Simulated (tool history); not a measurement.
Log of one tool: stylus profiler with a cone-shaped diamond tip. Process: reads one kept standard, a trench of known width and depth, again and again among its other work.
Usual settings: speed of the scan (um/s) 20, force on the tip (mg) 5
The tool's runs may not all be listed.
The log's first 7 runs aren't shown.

| run | hour | speed of the scan (um/s) | force on the tip (mg) | depth of the trench (Å) | width of the trench's floor (um) |
|---|---|---|---|---|---|
|  | 627.5 | new tip fitted, height scale calibrated |
| 8 | 636.3 | 20 | 2.31 | 1009.3 | 98.68 |
| 9 | 726.8 | 20 | 2.53 | 1010.6 | 98.75 |
| 10 | 820.3 | 20 | 2.53 | 1008.9 | 98.73 |
| 11 | 928.4 | 20 | 2.53 | 1009.5 | 98.67 |
| 12 | 986.2 | 20 | 5 | 1017.5 | 98.64 |
| 13 | 1100.6 | 20 | 5 | 1017.1 | 98.7 |
| 14 | 1170.6 | 20 | 5 | 1015.8 | 98.66 |
|  | 1177.4 | height scale calibrated on a step standard |
| 15 | 1282 | 20 | 5 | 1016.7 | 98.64 |
| 16 | 1367 | 8 | 8.48 | 1024 | 98.64 |
| 17 | 1490 | 8 | 8.48 | 1022.2 | 98.61 |
| 18 | 1592.9 | 8 | 8.48 | 1023.8 | 98.57 |
|  | 1641.9 | height scale calibrated on a step standard, once more |
| 19 | 1648.6 | 8 | 8.48 | 1025.7 | 98.63 |
| 20 | 1712 | 52 | 13.49 | 1034.3 | 98.56 |
| 21 | 1799.7 | 31 | 1.74 | 1007 | 98.46 |
| 22 | 1887 | 31 | 1.74 | 1008.9 | 98.48 |
| 23 | 1963.7 | 5 | 11.96 | 1031.4 | 98.62 |
| 24 | 2061.6 | 11 | 11.96 | 1030.8 | 98.54 |
| 25 | 2134.1 | 17 | 3.88 | 1012.8 | 98.54 |
| 26 | 2207 | 8 | 2.38 | 1011.5 | 98.52 |
| 27 | 2281.3 | 64 | 2.5 | 1010 | 98.26 |
| 28 | 2333.2 | 48 | 7.6 | 1023.4 | 98.44 |
| 29 | 2443.6 | 20 | 4.16 | 1013.8 | 98.42 |
| 30 | 2556.2 | 23 | 1.95 | 1008.8 | 98.38 |

Forecast each of these 5 alternatives for the next run:
| A | 2655.5 | 10 | 3.21 | ? | ? |
| B | 2655.5 | 20 | 2.06 | ? | ? |
| C | 2655.5 | 28 | 12.59 | ? | ? |
| D | 2655.5 | 6 | 7 | ? | ? |
| E | 2655.5 | 5 | 1.81 | ? | ? |

| run | depth of the trench (Å) | width of the trench's floor (um) |
|---|---|---|
| A | 1011 | 98.46 |
| B | 1009 | 98.44 |
| C | 1029.5 | 98.49 |
| D | 1019.4 | 98.46 |
| E | 1006.3 | 98.46 |
Without the tool's hidden state the same runs would have given:
| run | depth of the trench (Å) | width of the trench's floor (um) |
|---|---|---|
| A | 1012.8 | 98.72 |
| B | 1010.7 | 98.71 |
| C | 1031.3 | 98.75 |
| D | 1021.1 | 98.73 |
| E | 1008.1 | 98.72 |
